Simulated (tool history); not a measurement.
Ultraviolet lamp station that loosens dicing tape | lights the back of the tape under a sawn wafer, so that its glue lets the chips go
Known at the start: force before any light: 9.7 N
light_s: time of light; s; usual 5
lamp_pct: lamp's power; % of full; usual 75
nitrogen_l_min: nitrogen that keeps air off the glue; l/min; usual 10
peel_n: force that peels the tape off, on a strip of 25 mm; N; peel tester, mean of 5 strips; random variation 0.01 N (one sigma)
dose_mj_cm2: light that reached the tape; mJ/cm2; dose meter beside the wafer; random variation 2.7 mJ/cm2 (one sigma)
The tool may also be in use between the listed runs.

{"run": 1, "hour": 0.0, "light_s": 5, "lamp_pct": 75, "nitrogen_l_min": 10, "peel_n": 0.664, "dose_mj_cm2": 296}
{"hour": 7.3, "done": "window cleaned of glue's vapour"}
{"run": 2, "hour": 30.2, "light_s": 5, "lamp_pct": 75, "nitrogen_l_min": 10, "peel_n": 0.521, "dose_mj_cm2": 342}
{"run": 3, "hour": 45.2, "light_s": 5, "lamp_pct": 75, "nitrogen_l_min": 10, "peel_n": 0.512, "dose_mj_cm2": 341}
{"run": 4, "hour": 69.6, "light_s": 5, "lamp_pct": 75, "nitrogen_l_min": 10, "peel_n": 0.523, "dose_mj_cm2": 332}
{"run": 5, "hour": 83.9, "light_s": 5, "lamp_pct": 75, "nitrogen_l_min": 10, "peel_n": 0.554, "dose_mj_cm2": 333}
{"run": 6, "hour": 115.5, "light_s": 5, "lamp_pct": 75, "nitrogen_l_min": 10, "peel_n": 0.598, "dose_mj_cm2": 322}
{"run": 7, "hour": 133.9, "light_s": 5, "lamp_pct": 75, "nitrogen_l_min": 10, "peel_n": 0.603, "dose_mj_cm2": 319}
{"run": 8, "hour": 153.7, "light_s": 3, "lamp_pct": 75, "nitrogen_l_min": 10, "peel_n": 1.692, "dose_mj_cm2": 187}
{"run": 9, "hour": 167.3, "light_s": 4, "lamp_pct": 86, "nitrogen_l_min": 10, "peel_n": 0.764, "dose_mj_cm2": 282}
{"run": 10, "hour": 198.6, "light_s": 10, "lamp_pct": 75, "nitrogen_l_min": 18, "peel_n": 0.191, "dose_mj_cm2": 616}
{"run": 11, "hour": 222.6, "light_s": 5, "lamp_pct": 75, "nitrogen_l_min": 16, "peel_n": 0.58, "dose_mj_cm2": 297}
{"run": 12, "hour": 253.3, "light_s": 2, "lamp_pct": 80, "nitrogen_l_min": 4, "peel_n": 3.646, "dose_mj_cm2": 118}
{"run": 13, "hour": 282.7, "light_s": 2, "lamp_pct": 80, "nitrogen_l_min": 4, "peel_n": 3.784, "dose_mj_cm2": 123}
{"run": 14, "hour": 307.7, "light_s": 2, "lamp_pct": 80, "nitrogen_l_min": 4, "peel_n": 3.733, "dose_mj_cm2": 122}
{"run": 15, "hour": 325.4, "light_s": 5, "lamp_pct": 75, "nitrogen_l_min": 3, "peel_n": 1.365, "dose_mj_cm2": 275}
{"hour": 334.8, "done": "window cleaned of glue's vapour"}
{"run": 16, "hour": 340.0, "light_s": 5, "lamp_pct": 90, "nitrogen_l_min": 8, "peel_n": 0.415, "dose_mj_cm2": 382}

3 ways to go on from here, each from the tool as it stands after run 16. What would each give?
{"run": "A", "hour": 364.4, "light_s": 3, "lamp_pct": 80, "nitrogen_l_min": 8, "peel_n": "?", "dose_mj_cm2": "?"}
{"run": "B", "hour": 364.4, "light_s": 4, "lamp_pct": 69, "nitrogen_l_min": 9, "peel_n": "?", "dose_mj_cm2": "?"}
{"run": "C", "hour": 364.4, "light_s": 2, "lamp_pct": 90, "nitrogen_l_min": 8, "peel_n": "?", "dose_mj_cm2": "?"}

run=A peel_n=1.602 dose_mj_cm2=203
run=B peel_n=1.202 dose_mj_cm2=233
run=C peel_n=2.408 dose_mj_cm2=154
Without the tool's hidden state the same runs would have given:
run=A peel_n=1.29 dose_mj_cm2=229
run=B peel_n=0.945 dose_mj_cm2=263
run=C peel_n=2.031 dose_mj_cm2=174
